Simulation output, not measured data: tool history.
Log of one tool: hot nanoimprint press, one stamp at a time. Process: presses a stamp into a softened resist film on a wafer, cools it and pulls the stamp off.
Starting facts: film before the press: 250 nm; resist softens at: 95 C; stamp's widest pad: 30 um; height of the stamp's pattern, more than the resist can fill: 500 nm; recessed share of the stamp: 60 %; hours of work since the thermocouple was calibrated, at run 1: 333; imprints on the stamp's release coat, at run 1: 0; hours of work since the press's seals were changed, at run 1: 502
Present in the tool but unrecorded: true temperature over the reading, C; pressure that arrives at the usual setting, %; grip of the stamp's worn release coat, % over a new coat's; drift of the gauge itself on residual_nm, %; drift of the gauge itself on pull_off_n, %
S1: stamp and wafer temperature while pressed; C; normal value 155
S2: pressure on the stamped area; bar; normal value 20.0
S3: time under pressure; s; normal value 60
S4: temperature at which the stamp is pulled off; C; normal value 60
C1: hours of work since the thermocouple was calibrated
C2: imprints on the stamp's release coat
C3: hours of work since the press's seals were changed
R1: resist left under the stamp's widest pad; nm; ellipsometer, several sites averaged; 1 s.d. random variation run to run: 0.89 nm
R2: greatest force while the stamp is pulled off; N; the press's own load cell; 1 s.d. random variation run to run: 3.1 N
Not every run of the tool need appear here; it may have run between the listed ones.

{"run": 1, "hour": 0.0, "S1": 155, "S2": 20.0, "S3": 60, "S4": 60, "C1": 333, "C2": 0, "C3": 502, "R1": 145.9, "R2": 153}
{"run": 2, "hour": 19.4, "S1": 155, "S2": 25.9, "S3": 60, "S4": 60, "C1": 346, "C2": 91, "C3": 515, "R1": 135.0, "R2": 148}
{"run": 3, "hour": 31.9, "S1": 155, "S2": 20.0, "S3": 60, "S4": 60, "C1": 355, "C2": 150, "C3": 524, "R1": 148.5, "R2": 150}
{"hour": 51.7, "done": "plate thermocouple calibrated"}
{"run": 4, "hour": 52.3, "S1": 155, "S2": 20.0, "S3": 60, "S4": 56, "C1": 0, "C2": 232, "C3": 536, "R1": 143.1, "R2": 166}
{"run": 5, "hour": 73.1, "S1": 155, "S2": 20.0, "S3": 60, "S4": 56, "C1": 15, "C2": 330, "C3": 551, "R1": 142.4, "R2": 169}
{"run": 6, "hour": 91.0, "S1": 155, "S2": 20.0, "S3": 60, "S4": 56, "C1": 27, "C2": 414, "C3": 563, "R1": 143.1, "R2": 172}
{"run": 7, "hour": 104.8, "S1": 155, "S2": 20.0, "S3": 60, "S4": 55, "C1": 37, "C2": 479, "C3": 573, "R1": 142.7, "R2": 178}
{"run": 8, "hour": 124.9, "S1": 155, "S2": 18.0, "S3": 60, "S4": 60, "C1": 51, "C2": 574, "C3": 587, "R1": 147.2, "R2": 160}
{"run": 9, "hour": 150.9, "S1": 155, "S2": 20.0, "S3": 60, "S4": 60, "C1": 69, "C2": 696, "C3": 605, "R1": 142.4, "R2": 169}
{"run": 10, "hour": 162.5, "S1": 155, "S2": 20.0, "S3": 60, "S4": 60, "C1": 77, "C2": 750, "C3": 613, "R1": 142.8, "R2": 170}
{"run": 11, "hour": 177.8, "S1": 167, "S2": 20.0, "S3": 60, "S4": 60, "C1": 88, "C2": 822, "C3": 624, "R1": 84.9, "R2": 176}
{"run": 12, "hour": 197.0, "S1": 165, "S2": 20.0, "S3": 60, "S4": 60, "C1": 102, "C2": 913, "C3": 637, "R1": 93.3, "R2": 179}
{"run": 13, "hour": 221.0, "S1": 165, "S2": 20.0, "S3": 60, "S4": 60, "C1": 118, "C2": 1026, "C3": 654, "R1": 92.3, "R2": 183}
{"run": 14, "hour": 243.0, "S1": 165, "S2": 20.0, "S3": 60, "S4": 60, "C1": 134, "C2": 1129, "C3": 669, "R1": 94.5, "R2": 190}
{"hour": 266.4, "done": "stamp cleaned and given a new release coat"}
{"run": 15, "hour": 268.7, "S1": 155, "S2": 20.0, "S3": 46, "S4": 56, "C1": 148, "C2": 11, "C3": 683, "R1": 157.4, "R2": 159}
{"run": 16, "hour": 281.2, "S1": 155, "S2": 20.0, "S3": 46, "S4": 56, "C1": 156, "C2": 70, "C3": 692, "R1": 156.6, "R2": 163}
{"run": 17, "hour": 307.6, "S1": 154, "S2": 19.3, "S3": 46, "S4": 65, "C1": 175, "C2": 194, "C3": 710, "R1": 164.9, "R2": 144}
{"run": 18, "hour": 328.0, "S1": 146, "S2": 19.4, "S3": 60, "S4": 60, "C1": 189, "C2": 290, "C3": 725, "R1": 200.0, "R2": 156}
{"run": 19, "hour": 354.4, "S1": 146, "S2": 19.4, "S3": 60, "S4": 60, "C1": 207, "C2": 414, "C3": 743, "R1": 198.3, "R2": 163}
{"run": 20, "hour": 375.7, "S1": 146, "S2": 19.4, "S3": 60, "S4": 60, "C1": 222, "C2": 515, "C3": 758, "R1": 198.9, "R2": 167}
{"run": 21, "hour": 395.1, "S1": 166, "S2": 29.6, "S3": 76, "S4": 60, "C1": 236, "C2": 606, "C3": 771, "R1": 69.0, "R2": 165}
{"run": 22, "hour": 412.9, "S1": 166, "S2": 29.6, "S3": 76, "S4": 60, "C1": 248, "C2": 690, "C3": 784, "R1": 69.8, "R2": 167}
{"run": 23, "hour": 433.6, "S1": 152, "S2": 29.6, "S3": 76, "S4": 60, "C1": 263, "C2": 787, "C3": 798, "R1": 134.4, "R2": 168}
{"run": 24, "hour": 449.5, "S1": 150, "S2": 20.0, "S3": 56, "S4": 60, "C1": 274, "C2": 862, "C3": 810, "R1": 176.7, "R2": 179}
{"run": 25, "hour": 466.3, "S1": 150, "S2": 20.0, "S3": 56, "S4": 60, "C1": 286, "C2": 941, "C3": 821, "R1": 180.0, "R2": 178}

What if the next run were any one of these 4? Each begins from the tool's condition after run 25:
{"run": "A", "hour": 491.4, "S1": 161, "S2": 20.0, "S3": 38, "S4": 58, "C1": 303, "C2": 1059, "C3": 839, "R1": "?", "R2": "?"}
{"run": "B", "hour": 491.4, "S1": 155, "S2": 20.0, "S3": 60, "S4": 50, "C1": 303, "C2": 1059, "C3": 839, "R1": "?", "R2": "?"}
{"run": "C", "hour": 491.4, "S1": 155, "S2": 20.0, "S3": 31, "S4": 60, "C1": 303, "C2": 1059, "C3": 839, "R1": "?", "R2": "?"}
{"run": "D", "hour": 491.4, "S1": 150, "S2": 16.0, "S3": 73, "S4": 45, "C1": 303, "C2": 1059, "C3": 839, "R1": "?", "R2": "?"}

run=A R1=138.2 R2=188
run=B R1=147.2 R2=213
run=C R1=178.8 R2=182
run=D R1=180.1 R2=218
Stripped of hidden state, with their random variation kept, the same runs would have yielded:
run=A R1=131.9 R2=152
run=B R1=140.5 R2=173
run=C R1=172.5 R2=147
run=D R1=174.0 R2=177
